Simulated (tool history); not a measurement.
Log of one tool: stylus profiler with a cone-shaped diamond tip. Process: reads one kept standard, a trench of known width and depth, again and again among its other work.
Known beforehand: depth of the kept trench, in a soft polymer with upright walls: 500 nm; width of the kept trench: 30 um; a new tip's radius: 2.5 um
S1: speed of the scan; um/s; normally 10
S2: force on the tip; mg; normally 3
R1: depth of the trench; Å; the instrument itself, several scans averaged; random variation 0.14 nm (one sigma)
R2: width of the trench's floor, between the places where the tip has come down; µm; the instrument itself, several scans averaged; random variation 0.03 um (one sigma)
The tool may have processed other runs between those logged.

run 1 hour=0 | S1=10 S2=3 | R1=5090.8 R2=26.22
run 2 hour=92.4 | S1=23 S2=3 | R1=5088.2 R2=26.14
run 3 hour=175.2 | S1=23 S2=3 | R1=5090.8 R2=26.13
run 4 hour=277.4 | S1=23 S2=3 | R1=5088.2 R2=26.1
run 5 hour=328.5 | S1=7 S2=3 | R1=5087 R2=26.21
run 6 hour=432.2 | S1=10 S2=4.47 | R1=5116.2 R2=26.06
run 7 hour=543.1 | S1=10 S2=4.47 | R1=5111.5 R2=26.13
run 8 hour=624.7 | S1=10 S2=4.47 | R1=5112.1 R2=26.07
run 9 hour=687.7 | S1=10 S2=4.47 | R1=5112.2 R2=26.02
run 10 hour=756.7 | S1=10 S2=1.23 | R1=5040.4 R2=26.08
-- hour=764.9 height scale calibrated on a step standard
run 11 hour=866.8 | S1=10 S2=1.23 | R1=5035.1 R2=26.03
run 12 hour=947.7 | S1=10 S2=1.23 | R1=5035.8 R2=26.03
run 13 hour=996.5 | S1=10 S2=1.23 | R1=5036.2 R2=26
run 14 hour=1054.5 | S1=10 S2=1.89 | R1=5050.4 R2=25.97
run 15 hour=1170.7 | S1=9 S2=7.62 | R1=5154.2 R2=26.05
-- hour=1190.4 height scale calibrated on a step standard, once more
run 16 hour=1266.2 | S1=9 S2=1.36 | R1=5055.1 R2=25.97
run 17 hour=1318.4 | S1=9 S2=1.36 | R1=5053.7 R2=25.97
run 18 hour=1405 | S1=16 S2=2.45 | R1=5080.1 R2=26.01
-- hour=1416.8 new tip fitted, height scale calibrated
run 19 hour=1492.7 | S1=16 S2=7.3 | R1=5168.2 R2=26.83
run 20 hour=1564.4 | S1=37 S2=1.44 | R1=5054.5 R2=26.7
run 21 hour=1651.6 | S1=2 S2=2.62 | R1=5084.1 R2=26.89
run 22 hour=1731.1 | S1=13 S2=2.62 | R1=5084.4 R2=26.87
run 23 hour=1804.6 | S1=13 S2=2.62 | R1=5081 R2=26.78
run 24 hour=1914.3 | S1=16 S2=3.32 | R1=5093.1 R2=26.79
run 25 hour=2009.6 | S1=6 S2=8.34 | R1=5177.6 R2=26.79
run 26 hour=2060.7 | S1=32 S2=5.37 | R1=5132.7 R2=26.7
run 27 hour=2155.7 | S1=25 S2=5.61 | R1=5133.8 R2=26.67

3 options for the next run, each taken on its own from the tool as it stands now. Forecast them:
run A hour=2230.4 | S1=8 S2=1.1 | R1=? R2=?
run B hour=2230.4 | S1=6 S2=1.08 | R1=? R2=?
run C hour=2230.4 | S1=3 S2=6.74 | R1=? R2=?

run=A R1=5038.7 R2=26.77
run=B R1=5040 R2=26.67
run=C R1=5150 R2=26.74
Take away the tool's hidden state, keep each run's random variation, and the runs would have read:
run=A R1=5048 R2=27.01
run=B R1=5049.2 R2=26.92
run=C R1=5159.5 R2=26.98
